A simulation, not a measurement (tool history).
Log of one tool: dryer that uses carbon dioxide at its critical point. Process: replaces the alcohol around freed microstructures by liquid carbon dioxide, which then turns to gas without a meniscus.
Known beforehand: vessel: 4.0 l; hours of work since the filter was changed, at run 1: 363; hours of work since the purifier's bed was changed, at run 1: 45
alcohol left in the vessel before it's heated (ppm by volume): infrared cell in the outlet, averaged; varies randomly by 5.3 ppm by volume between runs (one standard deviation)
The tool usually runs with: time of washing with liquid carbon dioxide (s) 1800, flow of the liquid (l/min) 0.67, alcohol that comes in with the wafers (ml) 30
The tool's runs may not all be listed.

run   hour  time of washing with liquid carbon dioxide (s)  flow of the liquid (l/min)  alcohol that comes in with the wafers (ml)  hours of work since the filter was changed  hours of work since the purifier's bed was changed  alcohol left in the vessel before it's heated (ppm by volume)
  1      0                                            1800                        0.67                                          30                                         363                                                  45                                                            187
  2      6                                            1800                        0.67                                          30                                         368                                                  50                                                            208
  3   14.7                                            1800                        0.67                                          30                                         374                                                  57                                                            205
  4     22                                            1800                        0.67                                          30                                         380                                                  63                                                            198
  5   31.2                                            1800                        0.67                                          30                                         387                                                  70                                                            208
  6   38.9                                            1800                        0.67                                          30                                         394                                                  76                                                            201
  7   53.3                                            1800                        0.67                                          30                                         405                                                  88                                                            232
  8   62.3                                            1800                        0.67                                          30                                         412                                                  95                                                            225
  9   69.4                                            1800                        0.67                                          30                                         418                                                 100                                                            218
 10   83.3                                            1800                        0.67                                          30                                         429                                                 111                                                            228
 11   89.3                                            1860                        0.58                                          30                                         433                                                 116                                                            329
 12  101.2                                            2580                        1.04                                          67                                         443                                                 125                                                             31
 13  114.3                                            1800                       0.555                                          23                                         453                                                 136                                                            338
 14    126                                            1860                       0.482                                          23                                         462                                                 145                                                            460
     132.9  -- inlet filter changed
 15  141.1                                            1860                       0.482                                          23                                           6                                                 156                                                            294
 16  147.1                                            2640                       0.975                                          43                                          11                                                 161                                                             35
 17  159.8                                            2640                       0.548                                          43                                          21                                                 171                                                            105
 18  173.4                                            2640                       0.548                                          43                                          32                                                 182                                                            108
 19  180.5                                            2640                       0.548                                          43                                          38                                                 187                                                            116

Here are 3 independent what-if runs from the current tool condition. What would each one return?
  A  194.3                                            2100                       0.531                                          30                                          48                                                 198                                                              ?
  B  194.3                                            2640                       0.589                                         115                                          48                                                 198                                                              ?
  C  194.3                                            2820                       0.568                                          26                                          48                                                 198                                                              ?

run  alcohol left in the vessel before it's heated (ppm by volume)
  A                                                            215
  B                                                            184
  C                                                             69
Without the tool's hidden state the same runs would have given:
run  alcohol left in the vessel before it's heated (ppm by volume)
  A                                                            169
  B                                                            135
  C                                                             32
